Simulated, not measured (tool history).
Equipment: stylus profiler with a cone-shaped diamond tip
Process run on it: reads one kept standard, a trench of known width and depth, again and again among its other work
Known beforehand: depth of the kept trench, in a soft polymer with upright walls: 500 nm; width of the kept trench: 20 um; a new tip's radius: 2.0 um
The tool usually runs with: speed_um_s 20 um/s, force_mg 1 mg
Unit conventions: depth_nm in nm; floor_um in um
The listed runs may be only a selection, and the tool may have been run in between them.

| run | day | speed_um_s | force_mg | depth_nm | floor_um |
|---|---|---|---|---|---|
| 1 | 0 | 20 | 1 | 504.91 | 16.43 |
| 2 | 4.392 | 76 | 1 | 505.02 | 15.72 |
| 3 | 6.446 | 48 | 1 | 504.92 | 16.05 |
| 4 | 9.825 | 48 | 1 | 504.98 | 15.97 |
| 5 | 13.725 | 20 | 0.67 | 504.37 | 16.12 |
| 6 | 17.467 | 20 | 0.67 | 504.21 | 16.03 |
| 7 | 19.321 | 20 | 0.67 | 504.51 | 16.04 |
| 8 | 21.817 | 20 | 0.67 | 504.28 | 15.96 |
| 9 | 26.146 | 23 | 1 | 505.61 | 15.96 |
| 10 | 30.142 | 23 | 1 | 505.55 | 15.84 |
|  | 30.554 | height scale calibrated on a step standard |
| 11 | 31.992 | 23 | 2.42 | 509.77 | 15.88 |
| 12 | 34.388 | 20 | 1 | 506.08 | 15.79 |
| 13 | 37.954 | 20 | 1 | 506.29 | 15.75 |
| 14 | 40.929 | 71 | 1 | 506.35 | 15.16 |
| 15 | 44.529 | 71 | 1 | 506.51 | 15.09 |
| 16 | 46.446 | 9 | 1.45 | 507.52 | 15.65 |
| 17 | 50.842 | 25 | 2.99 | 511.19 | 15.55 |
| 18 | 53.838 | 36 | 0.43 | 504.89 | 15.14 |
|  | 54.746 | height scale calibrated on a step standard, once more |
| 19 | 56.167 | 19 | 1.26 | 505.04 | 15.46 |
| 20 | 58.417 | 21 | 1.33 | 505.27 | 15.43 |
| 21 | 61.583 | 31 | 1 | 504.54 | 15.29 |
| 22 | 65.667 | 27 | 0.4 | 502.67 | 15.13 |
| 23 | 68.4 | 27 | 0.4 | 502.82 | 15.05 |
| 24 | 70.704 | 27 | 0.4 | 502.87 | 14.99 |

Each row is a separate what-if for the run after 24, all from the same tool condition, not one after another. Results?
| A | 73.292 | 68 | 1.29 | ? | ? |
| B | 73.292 | 6 | 0.92 | ? | ? |
| C | 73.292 | 27 | 0.36 | ? | ? |

| run | depth_nm | floor_um |
|---|---|---|
| A | 505.65 | 14.8 |
| B | 504.6 | 15.31 |
| C | 502.7 | 14.86 |
Stripped of hidden state, with their random variation kept, the same runs would have yielded:
| run | depth_nm | floor_um |
|---|---|---|
| A | 505.18 | 16.79 |
| B | 504.13 | 17.29 |
| C | 502.24 | 16.85 |
